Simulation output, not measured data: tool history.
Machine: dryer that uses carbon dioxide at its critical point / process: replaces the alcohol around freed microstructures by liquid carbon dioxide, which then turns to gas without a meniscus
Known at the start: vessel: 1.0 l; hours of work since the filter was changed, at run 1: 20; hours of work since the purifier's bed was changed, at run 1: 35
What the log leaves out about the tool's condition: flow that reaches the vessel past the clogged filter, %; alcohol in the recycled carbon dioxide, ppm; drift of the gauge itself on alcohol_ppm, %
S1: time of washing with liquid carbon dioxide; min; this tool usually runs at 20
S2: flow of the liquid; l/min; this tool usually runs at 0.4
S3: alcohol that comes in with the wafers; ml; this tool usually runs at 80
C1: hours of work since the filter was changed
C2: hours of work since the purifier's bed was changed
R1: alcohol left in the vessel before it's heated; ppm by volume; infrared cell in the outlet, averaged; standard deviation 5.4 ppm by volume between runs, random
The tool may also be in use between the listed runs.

run    hour  S1     S2   S3   C1   C2    R1
  1       0  20    0.4   80   20   35   171
  2      35  20    0.4   80   42   57   176
  3      99  20    0.4   80   83   98   215
  4   162.9  20    0.4   80  123  139   252
  5   212.2  20    0.4   80  155  170   283
        254  -- inlet filter changed
  6   268.7  20    0.4   80    9  206   220
  7   298.4  20    0.4   80   28  224   235
  8   329.1  20    0.4   80   48  244   250
  9   366.4  20    0.4   80   72  268   279
 10   417.8  20    0.4   80  104  301   313
 11     483  20    0.4   26  146  342   223
        538  -- inlet filter changed
 12     538  20    0.4   26    0  376   212
 13   568.2  20    0.4   47   19  396   260
 14   622.6  20    0.4   47   54  430   274
 15   652.9  20    0.4   47   73  450   277
 16   704.1  20    0.4   47  106  482   312
 17   735.1  20    0.4   47  126  502   311
 18   769.2  20    0.4   22  147  524   271
 19   815.2  20    0.4   80  177  553   458
      826.4  -- inlet filter changed
 20   856.4  20    0.4   80   19  579   382
 21     905  20    0.4   80   50  610   408
 22   941.9  20  0.573   80   74  633   288
 23   990.7  20    0.4   63  105  664   436
     1024.9  -- purifier's bed changed
 24  1031.9  19    0.4   22  129    4    76
 25  1086.1  22  0.246   27  164   39   458
     1114.9  -- inlet filter changed
 26  1149.1  28   0.35  114   22   78    82
 27  1192.7  28   0.35  114   50  106   106
 28  1241.8  28   0.35  114   81  138   116
 29  1298.6  21  0.508   80  117  174    96
 30    1342  21  0.508   98  145  201   114
 31  1374.8  14  0.375   51  166  222  1120
       1402  -- inlet filter changed
 32  1428.8  14  0.375   51   17  256   886
 33  1482.4  20  0.348   98   51  290   532
 34    1512  20  0.348   98   70  309   562
 35  1554.5  20  0.348   98   97  336   607
 36  1618.7  14    0.4   80  138  377  1309
       1686  -- inlet filter changed
 37  1689.2  13  0.538   58    2  421   407
 38  1729.2  20  0.315   26   28  447   363
 39  1783.6  20  0.315   26   62  481   395
 40  1830.5  20  0.315   26   92  511   410
 41    1870  17  0.243   27  117  536  1307
 42  1927.8  20  0.257  105  154  573  2337
     1970.1  -- inlet filter changed
 43  1981.5  20  0.257  105    7  607  1865
 44  2046.1  25  0.428   51   48  648   287
 45  2076.1  30  0.368  108   68  667   305

Same runs, no hidden state in the tool, same run-to-run variation:
run    R1
  1   139
  2   127
  3   130
  4   132
  5   129
  6   128
  7   125
  8   125
  9   131
 10   138
 11    52
 12    48
 13    83
 14    76
 15    69
 16    74
 17    63
 18    31
 19   130
 20   129
 21   131
 22    11
 23   111
 24    53
 25   317
 26    42
 27    52
 28    42
 29    15
 30    18
 31   739
 32   738
 33   354
 34   354
 35   356
 36   857
 37   223
 38   166
 39   164
 40   159
 41   903
 42  1563
 43  1577
 44    19
 45    17
